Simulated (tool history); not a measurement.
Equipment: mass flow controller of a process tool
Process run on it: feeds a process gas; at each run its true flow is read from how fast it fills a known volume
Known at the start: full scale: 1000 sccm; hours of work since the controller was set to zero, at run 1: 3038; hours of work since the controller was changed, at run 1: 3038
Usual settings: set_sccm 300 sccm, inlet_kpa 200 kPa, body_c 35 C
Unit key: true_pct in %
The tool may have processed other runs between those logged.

run	day	set_sccm	inlet_kpa	body_c	hours of work since the controller was set to zero	hours of work since the controller was changed	true_pct
1	0	300	200	35	3038	3038	97.09
2	4.875	300	200	38	3129	3129	97.17
3	8.671	300	200	38	3199	3199	97.08
4	12.512	300	200	35	3271	3271	96.77
5	16.721	300	200	23	3349	3349	95.39
6	19.662	300	200	23	3404	3404	95.37
7	23.179	444	200	35	3470	3470	97.48
8	28.208	444	200	35	3563	3563	97.35
9	32.979	300	148	35	3652	3652	96.31
10	36.029	300	200	35	3709	3709	96.5
11	39.667	300	200	35	3777	3777	96.53
12	42.425	300	200	35	3828	3828	96.36
13	46.233	300	150	35	3899	3899	96.29
14	49.117	300	153	35	3953	3953	96.25
15	53.642	300	200	35	4037	4037	96.33
16	57.25	300	200	35	4104	4104	96.35
17	61.188	351	200	35	4177	4177	96.45
18	66.133	351	200	35	4270	4270	96.39
19	69.854	351	200	35	4339	4339	96.45
# day 70.175: controller's zero set anew
20	72.567	300	200	35	45	4389	95.69
21	74.992	300	200	35	90	4434	95.62
22	79.929	300	200	35	182	4526	95.58
23	82.321	300	200	35	226	4571	95.53
24	87.012	300	200	35	314	4658	95.4
# day 88.383: controller's zero set anew, once more
25	89.442	492	200	35	20	4703	97.75
26	93.246	406	250	33	91	4774	97.58
27	95.808	406	250	33	138	4821	97.49
28	100.075	406	250	21	218	4901	96.23
29	104.058	214	235	26	292	4975	95.97
30	108.933	487	168	39	383	5066	98.07
31	113.671	487	168	39	471	5154	98.02
32	118.012	487	168	39	552	5235	97.97
33	121.275	487	168	39	613	5296	97.88
34	125.117	283	181	39	684	5367	97.27
35	129.733	138	209	29	770	5453	95.49
36	132.188	138	170	29	816	5499	95.26
37	135.525	138	170	29	878	5561	95.16
38	139.758	138	170	29	957	5640	95.24
39	141.983	852	157	21	998	5682	96.87
40	145.492	300	237	35	1064	5747	96.82
41	148.321	143	222	35	1116	5800	95.77
42	150.412	143	222	35	1155	5839	95.85
43	153.788	161	204	25	1218	5901	94.76
44	156.183	161	204	25	1263	5946	94.75
45	160.246	161	204	25	1338	6022	94.72
46	163.221	577	200	35	1394	6077	97.58
47	166.267	583	173	35	1451	6134	97.16
48	168.758	583	173	35	1497	6180	97.37
49	172.958	583	173	35	1575	6258	97.4

Hidden state or all else? Some run-to-run changes of true_pct, split into what the settings, what came in and random variation would give without the hidden state, and what is left for the hidden state (with any gauge scatter that isn't in both results):
The tool's hidden condition here consists of: flow at rest that the sensor doesn't see, % of full scale; true flow over the shown one, %; drift of the gauge itself on true_pct, %.
Run 6 -> 7: set_sccm 300 -> 444, body_c 23 -> 35. true_pct +2.11 %: hidden state +0.32, all else +1.79.
Run 19 -> 20: set_sccm 351 -> 300, controller's zero set anew. true_pct -0.76 %: hidden state -0.65, all else -0.11.
Run 24 -> 25: set_sccm 300 -> 492, controller's zero set anew, once more. true_pct +2.35 %: hidden state +1.87, all else +0.48.
Run 38 -> 39: set_sccm 138 -> 852, inlet_kpa 170 -> 157, body_c 29 -> 21. true_pct +1.63 %: hidden state +0.59, all else +1.04.
Run 45 -> 46: set_sccm 161 -> 577, inlet_kpa 204 -> 200, body_c 25 -> 35. true_pct +2.86 %: hidden state +0.58, all else +2.28.

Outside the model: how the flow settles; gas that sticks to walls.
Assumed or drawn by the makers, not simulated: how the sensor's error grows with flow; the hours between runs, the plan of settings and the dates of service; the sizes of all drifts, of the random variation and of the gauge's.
